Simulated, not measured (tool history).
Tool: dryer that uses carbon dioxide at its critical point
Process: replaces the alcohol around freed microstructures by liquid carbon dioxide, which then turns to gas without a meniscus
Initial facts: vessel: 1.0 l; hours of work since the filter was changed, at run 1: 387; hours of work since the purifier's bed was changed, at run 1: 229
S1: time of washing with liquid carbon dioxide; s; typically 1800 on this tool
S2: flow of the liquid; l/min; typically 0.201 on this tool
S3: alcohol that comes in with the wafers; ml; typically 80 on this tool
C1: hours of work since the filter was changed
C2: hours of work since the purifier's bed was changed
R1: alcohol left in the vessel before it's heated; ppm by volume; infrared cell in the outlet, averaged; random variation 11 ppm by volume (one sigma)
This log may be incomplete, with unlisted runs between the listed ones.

run	hour	S1	S2	S3	C1	C2	R1
1	0.0	1800	0.201	80	387	229	947
2	11.9	1500	0.201	80	391	233	1929
3	21.7	1500	0.201	80	394	236	1958
4	38.2	1500	0.201	80	399	241	1954
5	55.1	1800	0.201	80	404	246	936
6	64.1	1800	0.201	80	407	249	942
7	79.8	1800	0.201	80	412	254	974
8	94.0	1800	0.201	80	416	258	942
9	111.6	1800	0.201	80	422	264	969
10	125.3	1860	0.201	80	426	268	829
11	138.9	1800	0.201	80	430	272	946
12	149.0	1800	0.201	80	433	275	1014
13	163.3	1800	0.201	80	438	280	979
14	182.5	1800	0.201	80	444	286	1004
15	201.7	1800	0.201	80	450	292	1008
16	210.4	2760	0.201	80	452	294	139
17	221.6	2760	0.201	90	456	298	151
18	231.8	2460	0.338	92	459	301	55
19	245.1	2460	0.338	92	463	305	65
20	262.4	2460	0.338	92	469	310	62
21	274.3	2340	0.279	58	472	314	80
22	283.5	1800	0.201	99	475	317	1270
23	297.0	1080	0.201	71	479	321	4882
24	309.3	2460	0.132	80	483	325	1543
25	325.6	1980	0.155	20	488	330	528
26	335.9	1980	0.155	20	491	333	531
27	346.0	2100	0.337	68	494	336	74
28	359.6	1320	0.127	68	499	341	8951
29	377.3	1320	0.127	48	504	346	6126
30	392.6	1260	0.214	27	509	351	1067

A few steps of R1 between consecutive runs. Split each: what settings, incoming material and random variation would produce without the hidden state, and what is left over for the hidden state, along with gauge scatter present in only one of the two compared results (measured, and without hidden state):
Hidden state at play: flow that reaches the vessel past the clogged filter, %; alcohol in the recycled carbon dioxide, ppm; drift of the gauge itself on alcohol_ppm, %.
Run 22 -> 23: S1 1800 -> 1080, S3 99 -> 71. R1 +3612 ppm by volume: hidden state +646, all else +2966.
Run 27 -> 28: S1 2100 -> 1320, S2 0.337 -> 0.127. R1 +8877 ppm by volume: hidden state +1594, all else +7283.
Run 29 -> 30: S1 1320 -> 1260, S2 0.127 -> 0.214, S3 48 -> 27. R1 -5059 ppm by volume: hidden state -823, all else -4236.

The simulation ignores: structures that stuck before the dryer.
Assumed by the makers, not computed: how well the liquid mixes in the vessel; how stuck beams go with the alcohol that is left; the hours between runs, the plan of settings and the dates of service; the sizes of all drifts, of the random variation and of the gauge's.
